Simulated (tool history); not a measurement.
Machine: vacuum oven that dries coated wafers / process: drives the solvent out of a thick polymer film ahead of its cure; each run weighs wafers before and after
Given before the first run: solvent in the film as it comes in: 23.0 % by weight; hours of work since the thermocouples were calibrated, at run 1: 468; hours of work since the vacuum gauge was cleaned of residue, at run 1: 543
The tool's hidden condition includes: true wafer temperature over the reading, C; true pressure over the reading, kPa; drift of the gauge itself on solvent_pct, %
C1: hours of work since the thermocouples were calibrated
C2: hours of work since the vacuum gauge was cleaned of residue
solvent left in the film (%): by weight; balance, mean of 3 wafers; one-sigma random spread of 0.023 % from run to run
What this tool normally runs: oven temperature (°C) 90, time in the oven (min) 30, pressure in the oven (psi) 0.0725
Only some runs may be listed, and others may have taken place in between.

{"run": 1, "hour": 0.0, "oven temperature (°C)": 90, "time in the oven (min)": 30, "pressure in the oven (psi)": 0.0725, "C1": 468, "C2": 543, "solvent left in the film (%)": 2.64}
{"run": 2, "hour": 9.2, "oven temperature (°C)": 90, "time in the oven (min)": 30, "pressure in the oven (psi)": 0.0725, "C1": 474, "C2": 550, "solvent left in the film (%)": 2.58}
{"run": 3, "hour": 16.3, "oven temperature (°C)": 90, "time in the oven (min)": 30, "pressure in the oven (psi)": 0.0725, "C1": 479, "C2": 555, "solvent left in the film (%)": 2.61}
{"run": 4, "hour": 28.5, "oven temperature (°C)": 90, "time in the oven (min)": 30, "pressure in the oven (psi)": 0.0725, "C1": 488, "C2": 564, "solvent left in the film (%)": 2.63}
{"run": 5, "hour": 41.2, "oven temperature (°C)": 90, "time in the oven (min)": 30, "pressure in the oven (psi)": 0.0725, "C1": 497, "C2": 573, "solvent left in the film (%)": 2.61}
{"run": 6, "hour": 49.7, "oven temperature (°C)": 90, "time in the oven (min)": 30, "pressure in the oven (psi)": 0.0725, "C1": 503, "C2": 579, "solvent left in the film (%)": 2.61}
{"run": 7, "hour": 56.4, "oven temperature (°C)": 90, "time in the oven (min)": 30, "pressure in the oven (psi)": 0.0725, "C1": 508, "C2": 584, "solvent left in the film (%)": 2.61}
{"run": 8, "hour": 72.3, "oven temperature (°C)": 80, "time in the oven (min)": 30, "pressure in the oven (psi)": 0.0725, "C1": 520, "C2": 595, "solvent left in the film (%)": 6.11}
{"run": 9, "hour": 84.8, "oven temperature (°C)": 80, "time in the oven (min)": 30, "pressure in the oven (psi)": 0.0725, "C1": 529, "C2": 604, "solvent left in the film (%)": 6.04}
{"run": 10, "hour": 97.7, "oven temperature (°C)": 80, "time in the oven (min)": 30, "pressure in the oven (psi)": 0.0725, "C1": 538, "C2": 614, "solvent left in the film (%)": 6.08}
{"run": 11, "hour": 109.0, "oven temperature (°C)": 90, "time in the oven (min)": 54, "pressure in the oven (psi)": 0.0725, "C1": 546, "C2": 622, "solvent left in the film (%)": 0.97}
{"run": 12, "hour": 119.6, "oven temperature (°C)": 90, "time in the oven (min)": 30, "pressure in the oven (psi)": 0.2682, "C1": 554, "C2": 629, "solvent left in the film (%)": 3.84}
{"run": 13, "hour": 126.2, "oven temperature (°C)": 96, "time in the oven (min)": 30, "pressure in the oven (psi)": 0.0725, "C1": 558, "C2": 634, "solvent left in the film (%)": 1.33}
{"run": 14, "hour": 137.7, "oven temperature (°C)": 82, "time in the oven (min)": 30, "pressure in the oven (psi)": 0.0725, "C1": 567, "C2": 643, "solvent left in the film (%)": 5.24}
{"run": 15, "hour": 147.5, "oven temperature (°C)": 90, "time in the oven (min)": 30, "pressure in the oven (psi)": 0.078, "C1": 574, "C2": 650, "solvent left in the film (%)": 2.64}
{"run": 16, "hour": 156.5, "oven temperature (°C)": 90, "time in the oven (min)": 30, "pressure in the oven (psi)": 0.0725, "C1": 580, "C2": 656, "solvent left in the film (%)": 2.63}
{"run": 17, "hour": 168.5, "oven temperature (°C)": 90, "time in the oven (min)": 30, "pressure in the oven (psi)": 0.0725, "C1": 589, "C2": 665, "solvent left in the film (%)": 2.64}
{"run": 18, "hour": 175.7, "oven temperature (°C)": 90, "time in the oven (min)": 30, "pressure in the oven (psi)": 0.0725, "C1": 594, "C2": 670, "solvent left in the film (%)": 2.61}
{"run": 19, "hour": 188.4, "oven temperature (°C)": 90, "time in the oven (min)": 30, "pressure in the oven (psi)": 0.249, "C1": 603, "C2": 679, "solvent left in the film (%)": 3.75}
{"run": 20, "hour": 199.8, "oven temperature (°C)": 90, "time in the oven (min)": 30, "pressure in the oven (psi)": 0.249, "C1": 611, "C2": 687, "solvent left in the film (%)": 3.74}
{"run": 21, "hour": 206.5, "oven temperature (°C)": 90, "time in the oven (min)": 30, "pressure in the oven (psi)": 0.249, "C1": 616, "C2": 692, "solvent left in the film (%)": 3.73}
{"run": 22, "hour": 222.2, "oven temperature (°C)": 90, "time in the oven (min)": 30, "pressure in the oven (psi)": 0.249, "C1": 628, "C2": 703, "solvent left in the film (%)": 3.69}
{"run": 23, "hour": 235.3, "oven temperature (°C)": 90, "time in the oven (min)": 30, "pressure in the oven (psi)": 0.249, "C1": 637, "C2": 713, "solvent left in the film (%)": 3.67}
{"hour": 237.6, "done": "vacuum gauge cleaned of residue and calibrated"}
{"run": 24, "hour": 252.0, "oven temperature (°C)": 86, "time in the oven (min)": 19, "pressure in the oven (psi)": 0.0674, "C1": 648, "C2": 10, "solvent left in the film (%)": 6.64}
{"run": 25, "hour": 268.4, "oven temperature (°C)": 95, "time in the oven (min)": 22, "pressure in the oven (psi)": 0.0441, "C1": 660, "C2": 22, "solvent left in the film (%)": 2.53}
{"run": 26, "hour": 278.9, "oven temperature (°C)": 81, "time in the oven (min)": 23, "pressure in the oven (psi)": 0.0524, "C1": 667, "C2": 30, "solvent left in the film (%)": 7.31}
{"run": 27, "hour": 291.6, "oven temperature (°C)": 77, "time in the oven (min)": 30, "pressure in the oven (psi)": 0.0922, "C1": 676, "C2": 39, "solvent left in the film (%)": 7.64}
{"hour": 296.6, "done": "vacuum gauge cleaned of residue and calibrated, once more"}
{"run": 28, "hour": 301.6, "oven temperature (°C)": 96, "time in the oven (min)": 30, "pressure in the oven (psi)": 0.2808, "C1": 683, "C2": 4, "solvent left in the film (%)": 2.33}
{"run": 29, "hour": 308.5, "oven temperature (°C)": 83, "time in the oven (min)": 15, "pressure in the oven (psi)": 0.2808, "C1": 688, "C2": 9, "solvent left in the film (%)": 10.33}
{"run": 30, "hour": 318.7, "oven temperature (°C)": 83, "time in the oven (min)": 15, "pressure in the oven (psi)": 0.2808, "C1": 695, "C2": 16, "solvent left in the film (%)": 10.5}
{"run": 31, "hour": 331.9, "oven temperature (°C)": 83, "time in the oven (min)": 15, "pressure in the oven (psi)": 0.1169, "C1": 705, "C2": 25, "solvent left in the film (%)": 9.44}
{"run": 32, "hour": 345.7, "oven temperature (°C)": 101, "time in the oven (min)": 15, "pressure in the oven (psi)": 0.1252, "C1": 714, "C2": 35, "solvent left in the film (%)": 2.94}
{"run": 33, "hour": 356.4, "oven temperature (°C)": 101, "time in the oven (min)": 15, "pressure in the oven (psi)": 0.1252, "C1": 722, "C2": 43, "solvent left in the film (%)": 2.92}
{"run": 34, "hour": 371.7, "oven temperature (°C)": 88, "time in the oven (min)": 15, "pressure in the oven (psi)": 0.1123, "C1": 733, "C2": 54, "solvent left in the film (%)": 7.39}
{"run": 35, "hour": 386.9, "oven temperature (°C)": 88, "time in the oven (min)": 15, "pressure in the oven (psi)": 0.1123, "C1": 744, "C2": 65, "solvent left in the film (%)": 7.39}
{"run": 36, "hour": 394.2, "oven temperature (°C)": 91, "time in the oven (min)": 18, "pressure in the oven (psi)": 0.1123, "C1": 749, "C2": 70, "solvent left in the film (%)": 5.07}

Run 37 is up next; what results do you expect?
{"run": 37, "hour": 404.4, "oven temperature (°C)": 93, "time in the oven (min)": 18, "pressure in the oven (psi)": 0.0663, "C1": 757, "C2": 78, "solvent left in the film (%)": "?"}

solvent left in the film (%): 4.11
Were there no unlogged condition in the tool, this run, its random variation unchanged, would have produced solvent left in the film (%) 4.29.
